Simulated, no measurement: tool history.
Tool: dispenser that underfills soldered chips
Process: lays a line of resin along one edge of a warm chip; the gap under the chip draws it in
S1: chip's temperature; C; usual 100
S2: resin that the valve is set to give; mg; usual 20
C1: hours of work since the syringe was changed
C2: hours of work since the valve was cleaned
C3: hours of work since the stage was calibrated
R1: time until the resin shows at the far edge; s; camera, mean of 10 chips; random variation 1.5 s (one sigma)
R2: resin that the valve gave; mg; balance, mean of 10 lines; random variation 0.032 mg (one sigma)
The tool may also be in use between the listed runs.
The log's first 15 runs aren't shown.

| run | day | S1 | S2 | C1 | C2 | C3 | R1 | R2 |
|---|---|---|---|---|---|---|---|---|
|  | 4.546 | new syringe of resin |
| 16 | 4.758 | 100 | 20 | 3 | 7 | 112 | 173.7 | 19.87 |
|  | 4.921 | new syringe of resin |
| 17 | 4.996 | 100 | 20 | 1 | 10 | 116 | 156.3 | 19.83 |
|  | 5.3 | new syringe of resin |
| 18 | 5.342 | 108 | 18.6 | 1 | 16 | 121 | 116.7 | 18.4 |
|  | 5.688 | new syringe of resin |
| 19 | 5.762 | 98 | 23.3 | 1 | 22 | 128 | 164.4 | 22.98 |
|  | 6.062 | new syringe of resin |
| 20 | 6.062 | 100 | 25.5 | 0 | 27 | 132 | 141.5 | 25.03 |
|  | 6.438 | new syringe of resin |
| 21 | 6.458 | 93 | 25.8 | 0 | 33 | 138 | 180.9 | 25.18 |
| 22 | 6.746 | 93 | 25.8 | 5 | 38 | 143 | 239.5 | 25.17 |
|  | 6.817 | new syringe of resin |
| 23 | 6.979 | 93 | 25.8 | 3 | 41 | 147 | 208.6 | 25.07 |
|  | 7.204 | new syringe of resin |
| 24 | 7.321 | 105 | 19.9 | 2 | 47 | 152 | 137.5 | 19.34 |
| 25 | 7.521 | 105 | 19.9 | 5 | 50 | 155 | 165.9 | 19.19 |
|  | 7.604 | new syringe of resin |
| 26 | 7.888 | 100 | 22.1 | 5 | 56 | 161 | 189.8 | 21.25 |
|  | 7.979 | new syringe of resin |
|  | 8.158 | dispensing valve cleaned and set on the balance |
| 27 | 8.333 | 100 | 22.1 | 5 | 3 | 167 | 196.4 | 22 |
|  | 8.408 | new syringe of resin |
| 28 | 8.646 | 107 | 19.8 | 4 | 8 | 172 | 143 | 19.71 |
|  | 8.8 | new syringe of resin |
| 29 | 8.962 | 111 | 20.7 | 3 | 13 | 177 | 121.9 | 20.55 |
|  | 9.2 | new syringe of resin |
| 30 | 9.412 | 106 | 20 | 3 | 20 | 184 | 147.9 | 19.78 |
|  | 9.575 | new syringe of resin |
| 31 | 9.671 | 106 | 20 | 2 | 24 | 188 | 131.6 | 19.7 |
|  | 9.967 | new syringe of resin |
| 32 | 10.121 | 114 | 20.5 | 2 | 31 | 195 | 107.5 | 20.15 |
|  | 10.35 | new syringe of resin |
| 33 | 10.379 | 113 | 25.5 | 0 | 35 | 199 | 96.9 | 24.92 |
|  | 10.729 | new syringe of resin |
| 34 | 10.858 | 113 | 25.5 | 2 | 42 | 207 | 104.7 | 24.88 |

Forecast each of these 3 alternatives for the next run:
|  | 11.117 | new syringe of resin |
| A | 11.133 | 113 | 21 | 0 | 47 | 211 | ? | ? |
|  | 11.117 | new syringe of resin |
| B | 11.133 | 100 | 17.5 | 0 | 47 | 211 | ? | ? |
|  | 11.117 | new syringe of resin |
| C | 11.133 | 91 | 19.8 | 0 | 47 | 211 | ? | ? |

| run | R1 | R2 |
|---|---|---|
| A | 98.9 | 20.41 |
| B | 152.9 | 17.04 |
| C | 194.2 | 19.21 |
Without the tool's hidden state the same runs would have given:
| run | R1 | R2 |
|---|---|---|
| A | 98.6 | 21 |
| B | 152.2 | 17.53 |
| C | 194.2 | 19.76 |
